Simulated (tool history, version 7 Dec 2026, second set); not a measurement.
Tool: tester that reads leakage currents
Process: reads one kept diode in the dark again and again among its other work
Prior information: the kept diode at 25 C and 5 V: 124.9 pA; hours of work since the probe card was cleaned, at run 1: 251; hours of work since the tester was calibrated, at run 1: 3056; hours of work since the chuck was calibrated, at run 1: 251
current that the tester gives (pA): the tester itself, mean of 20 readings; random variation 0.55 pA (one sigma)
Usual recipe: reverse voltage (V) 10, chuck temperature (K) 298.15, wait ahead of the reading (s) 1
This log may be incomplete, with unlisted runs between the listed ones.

run    hour  reverse voltage (V)  chuck temperature (K)  wait ahead of the reading (s)  hours of work since the probe card was cleaned  hours of work since the tester was calibrated  hours of work since the chuck was calibrated  current that the tester gives (pA)
  1       0                   10                 298.15                              1                                             251                                           3056                                           251                              190.39
  2   159.9                   10                 298.15                              1                                             321                                           3125                                           321                              193.44
  3   305.2                   10                 298.15                              1                                             384                                           3188                                           384                              194.74
  4   413.7                   10                 298.15                              1                                             431                                           3235                                           431                              197.73
  5   619.4                   10                 298.15                              1                                             520                                           3325                                           520                              201.56
  6   800.5                   10                 298.15                              1                                             598                                           3403                                           598                              204.23
      816.6  -- probe card cleaned and baked
  7   979.4                   10                 298.15                              1                                              71                                           3479                                           675                              212.12
  8  1148.7                 14.3                 296.15                           2.86                                             144                                           3553                                           748                              226.58
  9  1279.2                  1.6                 298.15                              1                                             200                                           3609                                           804                               78.69
     1311.2  -- probe card cleaned and baked, once more
 10    1485                  1.6                 298.15                              1                                              75                                           3697                                           892                               76.13
 11  1643.4                  1.6                 307.15                           0.76                                             144                                           3766                                           961                              159.31

Below are 5 alternative next runs, each starting from the tool's condition after run 11. Predict each:
  A  1785.9                 11.1                 320.15                           1.06                                             206                                           3827                                          1023                                   ?
  B  1785.9                   10                 298.15                            0.7                                             206                                           3827                                          1023                                   ?
  C  1785.9                  1.6                 294.15                           0.76                                             206                                           3827                                          1023                                   ?
  D  1785.9                  8.5                 319.15                           0.61                                             206                                           3827                                          1023                                   ?
  E  1785.9                 14.5                 329.15                           3.45                                             206                                           3827                                          1023                                   ?

run  current that the tester gives (pA)
  A                             1163.89
  B                              208.11
  C                               56.06
  D                              947.48
  E                             2499.94
Without the tool's unlogged condition, the same runs would have read:
run  current that the tester gives (pA)
  A                             1066.26
  B                              185.06
  C                               50.03
  D                              867.85
  E                             2306.24
